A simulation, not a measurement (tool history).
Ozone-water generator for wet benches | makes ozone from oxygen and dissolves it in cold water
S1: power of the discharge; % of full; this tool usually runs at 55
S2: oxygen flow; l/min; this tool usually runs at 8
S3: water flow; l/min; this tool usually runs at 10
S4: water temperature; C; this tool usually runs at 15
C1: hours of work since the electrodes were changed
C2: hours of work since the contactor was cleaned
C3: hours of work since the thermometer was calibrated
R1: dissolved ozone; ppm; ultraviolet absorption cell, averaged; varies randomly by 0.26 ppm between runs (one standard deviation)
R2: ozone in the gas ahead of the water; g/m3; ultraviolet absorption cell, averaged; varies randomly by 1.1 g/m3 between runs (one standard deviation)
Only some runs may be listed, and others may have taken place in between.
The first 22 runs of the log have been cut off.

run	hour	S1	S2	S3	S4	C1	C2	C3	R1	R2
23	746.4	49	14.07	10	18	980	445	1168	26.2	121.4
24	781.3	55	8.25	7	18	1014	479	1202	41.7	188.8
25	821.9	55	8.25	7	18	1054	519	1242	41.4	188.4
26	870.4	55	8.25	7	18	1102	567	1289	41.6	188.1
27	908.7	55	7.25	10	15	1139	604	1327	39.9	205.8
28	955.5	50	4.71	10	15	1185	650	1373	41.9	248.5
29	985.2	55	8	10	8	1214	679	1402	45.4	191.4
30	1026.3	51	8	13	15	1255	719	1442	30.9	181
31	1058.4	51	8	13	15	1286	751	1474	31.5	180.7
32	1098.8	86	8	10	15	1326	790	1513	56.7	285

3 options for the next run, each taken on its own from the tool as it stands now. Forecast them:
A	1145.2	86	8	11	15	1371	836	1559	?	?
B	1145.2	74	8	8	14	1371	836	1559	?	?
C	1145.2	86	8	10	14	1371	836	1559	?	?

run	R1	R2
A	54	283.2
B	55.5	250.3
C	58	283
Take away the tool's hidden state, keep each run's random variation, and the runs would have read:
run	R1	R2
A	55.6	286.9
B	56.9	253.3
C	59.7	286.8

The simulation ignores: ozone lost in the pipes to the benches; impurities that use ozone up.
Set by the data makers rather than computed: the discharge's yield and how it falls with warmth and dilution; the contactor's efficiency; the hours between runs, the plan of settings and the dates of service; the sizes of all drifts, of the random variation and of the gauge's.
